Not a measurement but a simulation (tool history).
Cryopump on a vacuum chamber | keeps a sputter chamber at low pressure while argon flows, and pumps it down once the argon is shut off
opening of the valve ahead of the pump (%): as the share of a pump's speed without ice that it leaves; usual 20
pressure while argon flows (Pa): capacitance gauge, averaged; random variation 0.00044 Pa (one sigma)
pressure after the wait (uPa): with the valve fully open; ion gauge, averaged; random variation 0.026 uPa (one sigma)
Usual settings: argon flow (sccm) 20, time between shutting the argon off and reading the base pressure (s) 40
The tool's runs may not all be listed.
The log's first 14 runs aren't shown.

run,hour,argon flow (sccm),time between shutting the argon off and reading the base pressure (s),opening of the valve ahead of the pump (%),hours of work since the pump was warmed up and emptied,hours of work since the cold head was overhauled,hours of work since the chamber's fittings were tightened,pressure while argon flows (Pa),pressure after the wait (uPa)
15,306,20,116,20,274,274,2715,0.0707,1.92
16,330.8,20,116,20,295,295,2736,0.0702,1.96
17,360.1,13,116,20,320,320,2761,0.0452,2
18,388,13,116,20,344,344,2785,0.0466,2.06
19,407.9,10,206,20,361,361,2801,0.035,1.87
20,431.7,10,48,31,381,381,2822,0.0229,2.54
21,464,10,48,31,408,408,2849,0.0235,2.56
22,497.7,10,121,59,437,437,2878,0.014,2.07
23,529.5,10,121,59,464,464,2905,0.0138,2.15

Forecast run 24:
24,552.5,10,121,59,484,484,2925,?,?

pressure while argon flows (Pa): 0.0133
pressure after the wait (uPa): 2.09
Without the tool's hidden state the same run would have given pressure while argon flows (Pa) 0.0113, pressure after the wait (uPa) 0.4.

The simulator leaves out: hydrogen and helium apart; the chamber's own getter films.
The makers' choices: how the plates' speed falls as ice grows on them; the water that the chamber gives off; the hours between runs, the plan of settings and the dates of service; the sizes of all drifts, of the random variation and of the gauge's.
